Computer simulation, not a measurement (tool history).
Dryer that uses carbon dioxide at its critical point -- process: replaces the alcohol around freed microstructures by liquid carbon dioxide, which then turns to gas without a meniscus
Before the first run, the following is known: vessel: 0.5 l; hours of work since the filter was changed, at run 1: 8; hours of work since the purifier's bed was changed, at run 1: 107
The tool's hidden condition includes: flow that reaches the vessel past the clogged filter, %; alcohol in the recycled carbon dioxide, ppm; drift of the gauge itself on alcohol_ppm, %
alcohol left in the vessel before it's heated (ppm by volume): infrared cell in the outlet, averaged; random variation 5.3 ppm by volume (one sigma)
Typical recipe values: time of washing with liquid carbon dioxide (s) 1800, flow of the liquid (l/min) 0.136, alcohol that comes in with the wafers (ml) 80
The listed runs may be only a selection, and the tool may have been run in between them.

| run | hour | time of washing with liquid carbon dioxide (s) | flow of the liquid (l/min) | alcohol that comes in with the wafers (ml) | hours of work since the filter was changed | hours of work since the purifier's bed was changed | alcohol left in the vessel before it's heated (ppm by volume) |
|---|---|---|---|---|---|---|---|
| 1 | 0.0 | 1800 | 0.136 | 80 | 8 | 107 | 133 |
| 2 | 17.4 | 1800 | 0.136 | 80 | 18 | 117 | 150 |
| 3 | 46.6 | 1800 | 0.136 | 80 | 35 | 133 | 157 |
| 4 | 80.1 | 1800 | 0.136 | 80 | 53 | 152 | 190 |
| 5 | 106.0 | 1800 | 0.136 | 26 | 68 | 167 | 85 |
| 6 | 122.7 | 1740 | 0.136 | 80 | 77 | 176 | 286 |
| 7 | 141.3 | 1740 | 0.136 | 80 | 88 | 186 | 314 |
| 8 | 161.0 | 2760 | 0.136 | 90 | 99 | 198 | 41 |
| 9 | 184.9 | 2760 | 0.097 | 90 | 112 | 211 | 202 |
| 10 | 205.0 | 2760 | 0.097 | 90 | 124 | 222 | 227 |
| 11 | 228.6 | 1800 | 0.106 | 40 | 137 | 236 | 723 |

Each row is a separate what-if for the run after 11, all from the same tool condition, not one after another. Results?
| A | 249.7 | 1140 | 0.136 | 80 | 149 | 248 | ? |
| B | 249.7 | 1440 | 0.135 | 35 | 149 | 248 | ? |
| C | 249.7 | 2520 | 0.106 | 40 | 149 | 248 | ? |
| D | 249.7 | 1680 | 0.219 | 22 | 149 | 248 | ? |
| E | 249.7 | 1740 | 0.136 | 39 | 149 | 248 | ? |

| run | alcohol left in the vessel before it's heated (ppm by volume) |
|---|---|
| A | 3486 |
| B | 625 |
| C | 152 |
| D | 30 |
| E | 259 |
What these runs would have given with no unlogged condition in the tool:
| run | alcohol left in the vessel before it's heated (ppm by volume) |
|---|---|
| A | 1496 |
| B | 214 |
| C | 38 |
| D | 0 |
| E | 68 |
